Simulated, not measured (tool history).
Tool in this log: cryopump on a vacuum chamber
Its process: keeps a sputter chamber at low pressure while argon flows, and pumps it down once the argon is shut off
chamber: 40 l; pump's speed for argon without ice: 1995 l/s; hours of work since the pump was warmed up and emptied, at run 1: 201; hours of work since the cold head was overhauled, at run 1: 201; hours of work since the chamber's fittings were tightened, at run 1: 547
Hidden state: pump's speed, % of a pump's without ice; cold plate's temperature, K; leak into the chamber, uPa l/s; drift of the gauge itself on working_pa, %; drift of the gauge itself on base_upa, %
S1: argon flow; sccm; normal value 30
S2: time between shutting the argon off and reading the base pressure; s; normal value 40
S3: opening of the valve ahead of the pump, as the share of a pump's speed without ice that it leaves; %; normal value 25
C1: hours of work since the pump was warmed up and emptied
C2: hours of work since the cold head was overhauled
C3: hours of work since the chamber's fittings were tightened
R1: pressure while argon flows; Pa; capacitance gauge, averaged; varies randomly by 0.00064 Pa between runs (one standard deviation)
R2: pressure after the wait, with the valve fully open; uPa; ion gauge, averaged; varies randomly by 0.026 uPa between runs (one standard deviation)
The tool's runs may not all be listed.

run	hour	S1	S2	S3	C1	C2	C3	R1	R2
1	0.0	30	40	25	201	201	547	0.1033	1.23
2	27.7	30	96	25	225	225	571	0.1046	0.76
3	53.1	30	96	31	246	246	592	0.0847	0.72
4	65.4	30	96	31	257	257	603	0.0854	0.76
5	83.9	30	40	25	273	273	619	0.1038	1.26
6	99.0	35	40	25	285	285	631	0.1240	1.29
7	126.2	35	40	25	308	308	655	0.1218	1.27
8	145.8	30	40	42	325	325	671	0.0633	1.32
9	172.1	30	40	42	348	348	694	0.0631	1.36
10	197.4	22	122	16	369	369	715	0.1183	0.66
11	226.0	30	30	50	393	393	740	0.0536	1.66
12	241.8	13	74	30	407	407	753	0.0383	0.92
13	255.6	13	74	30	419	419	765	0.0378	0.93
14	269.4	13	74	30	430	430	776	0.0379	0.94
15	285.6	49	155	37	444	444	790	0.1181	0.65
16	309.1	24	40	46	464	464	810	0.0475	1.37
17	326.0	14	75	26	478	478	825	0.0470	0.96

Results per run with the tool's hidden condition removed, run-to-run variation unchanged:
run	R1	R2
1	0.1014	1.07
2	0.1025	0.59
3	0.0825	0.54
4	0.0830	0.57
5	0.1013	1.08
6	0.1209	1.10
7	0.1185	1.07
8	0.0603	1.12
9	0.0599	1.14
10	0.1159	0.45
11	0.0501	1.43
12	0.0367	0.69
13	0.0362	0.69
14	0.0362	0.70
15	0.1116	0.40
16	0.0441	1.11
17	0.0450	0.69
